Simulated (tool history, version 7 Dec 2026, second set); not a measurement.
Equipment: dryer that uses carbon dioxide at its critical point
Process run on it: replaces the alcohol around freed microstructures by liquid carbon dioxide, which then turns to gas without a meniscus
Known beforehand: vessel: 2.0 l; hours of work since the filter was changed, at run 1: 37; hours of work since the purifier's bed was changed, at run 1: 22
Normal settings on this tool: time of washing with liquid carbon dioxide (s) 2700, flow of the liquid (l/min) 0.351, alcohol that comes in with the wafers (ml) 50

run	hour	time of washing with liquid carbon dioxide (s)	flow of the liquid (l/min)	alcohol that comes in with the wafers (ml)	hours of work since the filter was changed	hours of work since the purifier's bed was changed	alcohol left in the vessel before it's heated (ppm by volume)
1	0.0	2700	0.351	50	37	22	72
2	7.8	2700	0.351	50	43	28	90
3	17.2	4200	0.351	50	50	36	18
4	25.8	2700	0.351	41	57	42	79
5	34.7	2700	0.351	50	64	50	85
6	43.4	2700	0.351	50	71	57	96
7	52.2	2700	0.351	50	78	64	105
8	60.3	2700	0.351	50	85	70	102
9	67.3	2700	0.407	50	90	76	56
10	71.3	2700	0.407	50	94	79	51
11	81.1	2700	0.407	50	102	87	52
12	86.6	2700	0.407	50	106	91	57
13	95.5	4020	0.351	50	113	98	32
14	99.6	4020	0.351	50	116	101	25
15	104.2	4020	0.351	50	120	105	29
16	111.0	4020	0.351	108	125	111	34
17	115.4	2700	0.351	118	129	114	234
18	123.0	2700	0.351	50	135	120	102
19	130.4	2700	0.351	95	141	126	201
20	138.6	2700	0.351	39	148	133	105
21	144.4	2700	0.351	24	152	137	65
22	153.9	2700	0.351	50	160	145	114
23	163.7	2700	0.351	50	168	153	131
24	171.4	2700	0.351	50	174	159	122
25	180.1	2220	0.319	30	181	166	280
26	186.9	3900	0.319	23	186	171	33
27	196.1	1740	0.243	47	193	179	2126
28	205.2	2640	0.238	26	201	186	393
29	213.3	1740	0.512	38	207	192	141
30	221.6	1740	0.512	38	214	199	150
31	229.8	1740	0.512	38	220	206	138
32	239.4	3660	0.513	109	228	213	43
33	244.7	3660	0.513	109	232	217	47
34	253.9	3660	0.513	98	240	225	40
35	261.7	3660	0.513	98	246	231	33
36	269.0	3600	0.351	50	252	237	55
37	273.5	3000	0.473	94	255	241	56
38	277.9	3780	0.447	53	259	244	43
39	285.0	3180	0.351	50	265	250	80
40	290.5	3720	0.351	83	269	254	73
41	296.9	3360	0.241	50	274	259	304
42	301.2	4140	0.306	50	277	263	76
43	308.5	2700	0.384	100	283	268	187
44	316.8	4020	0.232	83	290	275	294
45	325.2	4020	0.232	83	297	282	293
46	330.1	2700	0.467	50	301	286	70
# hour 334.3: inlet filter changed
47	336.6	2700	0.467	50	2	290	56

Consider 3 possible next runs. They are alternatives, not a sequence: every one starts from the tool as it was left by run 47. What does each give?
A	344.8	2340	0.351	50	8	297	?
B	344.8	2040	0.588	32	8	297	?
C	344.8	3480	0.505	74	8	297	?

run	alcohol left in the vessel before it's heated (ppm by volume)
A	203
B	70
C	47
Without the tool's hidden state the same runs would have given:
run	alcohol left in the vessel before it's heated (ppm by volume)
A	152
B	27
C	3
